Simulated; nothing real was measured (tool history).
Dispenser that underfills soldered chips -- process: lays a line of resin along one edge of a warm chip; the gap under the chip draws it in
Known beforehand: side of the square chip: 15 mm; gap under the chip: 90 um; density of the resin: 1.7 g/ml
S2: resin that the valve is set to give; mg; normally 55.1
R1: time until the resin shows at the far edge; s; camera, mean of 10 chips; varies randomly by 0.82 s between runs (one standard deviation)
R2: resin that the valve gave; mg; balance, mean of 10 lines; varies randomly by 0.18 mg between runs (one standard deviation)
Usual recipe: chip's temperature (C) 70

{"run": 1, "day": 0.0, "chip's temperature (C)": 70, "S2": 55.1, "R1": 83.1, "R2": 52.8}
{"day": 0.454, "done": "new syringe of resin"}
{"run": 2, "day": 0.55, "chip's temperature (C)": 71, "S2": 55.1, "R1": 70.6, "R2": 52.64}
{"day": 1.079, "done": "new syringe of resin"}
{"run": 3, "day": 1.117, "chip's temperature (C)": 60, "S2": 55.1, "R1": 115.3, "R2": 52.3}
{"run": 4, "day": 1.529, "chip's temperature (C)": 60, "S2": 55.1, "R1": 187.7, "R2": 51.92}
{"day": 1.708, "done": "new syringe of resin"}
{"run": 5, "day": 2.012, "chip's temperature (C)": 60, "S2": 55.1, "R1": 157.9, "R2": 51.37}
{"day": 2.175, "done": "dispensing valve cleaned and set on the balance"}
{"day": 2.379, "done": "new syringe of resin"}
{"run": 6, "day": 2.575, "chip's temperature (C)": 60, "S2": 55.1, "R1": 141.7, "R2": 54.72}
{"day": 2.988, "done": "new syringe of resin"}
{"run": 7, "day": 3.171, "chip's temperature (C)": 60, "S2": 55.1, "R1": 134, "R2": 54.39}
{"day": 3.604, "done": "new syringe of resin"}
{"run": 8, "day": 3.833, "chip's temperature (C)": 70, "S2": 55.1, "R1": 84.7, "R2": 53.7}
{"day": 4.212, "done": "new syringe of resin"}
{"run": 9, "day": 4.283, "chip's temperature (C)": 79, "S2": 55.1, "R1": 43.3, "R2": 53.7}
{"day": 4.833, "done": "new syringe of resin"}
{"run": 10, "day": 4.833, "chip's temperature (C)": 84, "S2": 55.1, "R1": 31, "R2": 53.45}
{"run": 11, "day": 5.233, "chip's temperature (C)": 77, "S2": 63.7, "R1": 69.3, "R2": 61.33}
{"day": 5.438, "done": "new syringe of resin"}
{"run": 12, "day": 5.625, "chip's temperature (C)": 82, "S2": 53.4, "R1": 43.3, "R2": 51.18}
{"run": 13, "day": 6.0, "chip's temperature (C)": 56, "S2": 71.5, "R1": 252, "R2": 68.11}
{"day": 6.054, "done": "new syringe of resin"}
{"run": 14, "day": 6.533, "chip's temperature (C)": 56, "S2": 71.5, "R1": 232.7, "R2": 67.57}
{"day": 6.675, "done": "new syringe of resin"}
{"run": 15, "day": 6.946, "chip's temperature (C)": 75, "S2": 70.7, "R1": 65.8, "R2": 66.51}
{"day": 7.304, "done": "new syringe of resin"}
{"run": 16, "day": 7.429, "chip's temperature (C)": 70, "S2": 48.8, "R1": 72.2, "R2": 45.81}
{"day": 7.558, "done": "dispensing valve cleaned and set on the balance"}
{"run": 17, "day": 7.871, "chip's temperature (C)": 70, "S2": 48.8, "R1": 117.7, "R2": 48.96}
{"day": 7.992, "done": "new syringe of resin"}
{"run": 18, "day": 8.358, "chip's temperature (C)": 78, "S2": 51.5, "R1": 65.2, "R2": 51.43}
{"day": 8.604, "done": "new syringe of resin"}
{"run": 19, "day": 9.046, "chip's temperature (C)": 65, "S2": 61, "R1": 134, "R2": 60.23}

Each row is a separate what-if for the run after 19, all from the same tool condition, not one after another. Results?
{"day": 9.246, "done": "new syringe of resin"}
{"day": 9.375, "done": "stage's temperature calibrated"}
{"run": "A", "day": 9.429, "chip's temperature (C)": 62, "S2": 58.1, "R1": "?", "R2": "?"}
{"day": 9.246, "done": "new syringe of resin"}
{"day": 9.375, "done": "stage's temperature calibrated"}
{"run": "B", "day": 9.429, "chip's temperature (C)": 59, "S2": 62, "R1": "?", "R2": "?"}
{"day": 9.246, "done": "new syringe of resin"}
{"day": 9.375, "done": "stage's temperature calibrated"}
{"run": "C", "day": 9.429, "chip's temperature (C)": 82, "S2": 60.3, "R1": "?", "R2": "?"}
{"day": 9.246, "done": "new syringe of resin"}
{"day": 9.375, "done": "stage's temperature calibrated"}
{"run": "D", "day": 9.429, "chip's temperature (C)": 83, "S2": 59, "R1": "?", "R2": "?"}

run=A R1=137.1 R2=57.02
run=B R1=164.2 R2=60.96
run=C R1=48.4 R2=59.23
run=D R1=46.4 R2=58.15
Take away the tool's hidden state, keep each run's random variation, and the runs would have read:
run=A R1=114.8 R2=58.05
run=B R1=137.6 R2=62.06
run=C R1=40.7 R2=60.3
run=D R1=39 R2=59.19
